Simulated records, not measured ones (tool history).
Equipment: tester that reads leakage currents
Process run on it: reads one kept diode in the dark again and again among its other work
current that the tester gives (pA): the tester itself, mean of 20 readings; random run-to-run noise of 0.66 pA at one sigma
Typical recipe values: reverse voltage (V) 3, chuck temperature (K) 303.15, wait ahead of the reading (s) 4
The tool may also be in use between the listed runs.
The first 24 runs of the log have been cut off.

| run | day | reverse voltage (V) | chuck temperature (K) | wait ahead of the reading (s) | current that the tester gives (pA) |
|---|---|---|---|---|---|
| 25 | 138.471 | 1.91 | 321.15 | 6.28 | 769.09 |
| 26 | 144.538 | 1.91 | 321.15 | 6.28 | 775.47 |
| 27 | 148.725 | 1.91 | 321.15 | 6.28 | 777.67 |
| 28 | 152.975 | 1.91 | 321.15 | 6.28 | 782.14 |
| 29 | 158.783 | 1.91 | 331.15 | 0.63 | 1636.36 |
| 30 | 163.75 | 1.91 | 331.15 | 0.63 | 1647.21 |
|  | 167.4 | tester calibrated |
| 31 | 170.729 | 1.91 | 302.15 | 0.58 | 177.37 |
| 32 | 176.696 | 1.91 | 314.15 | 0.54 | 475.97 |
|  | 183.892 | chuck's temperature calibrated |
| 33 | 184.062 | 3 | 326.15 | 4 | 1330.69 |
| 34 | 188.621 | 3 | 326.15 | 4 | 1349.67 |
| 35 | 195.571 | 2.17 | 294.15 | 0.39 | 90.41 |
| 36 | 203.258 | 2.17 | 301.15 | 3.09 | 165.55 |
|  | 205.467 | probe card cleaned and baked |
| 37 | 210.158 | 2.17 | 301.15 | 3.09 | 165.03 |
| 38 | 216.929 | 18.78 | 296.15 | 3.03 | 266.18 |

Alternative continuations, all from the tool just after run 38; predict every row:
| A | 221.138 | 5.86 | 322.15 | 0.62 | ? |
| B | 221.138 | 2.21 | 312.15 | 3.07 | ? |
| C | 221.138 | 2.46 | 293.15 | 3.03 | ? |
| D | 221.138 | 3.36 | 293.15 | 0.49 | ? |

| run | current that the tester gives (pA) |
|---|---|
| A | 1368.2 |
| B | 422.25 |
| C | 87.83 |
| D | 101.3 |
Take away the tool's hidden state, keep each run's random variation, and the runs would have read:
| run | current that the tester gives (pA) |
|---|---|
| A | 1318.59 |
| B | 405.79 |
| C | 83.77 |
| D | 96.66 |

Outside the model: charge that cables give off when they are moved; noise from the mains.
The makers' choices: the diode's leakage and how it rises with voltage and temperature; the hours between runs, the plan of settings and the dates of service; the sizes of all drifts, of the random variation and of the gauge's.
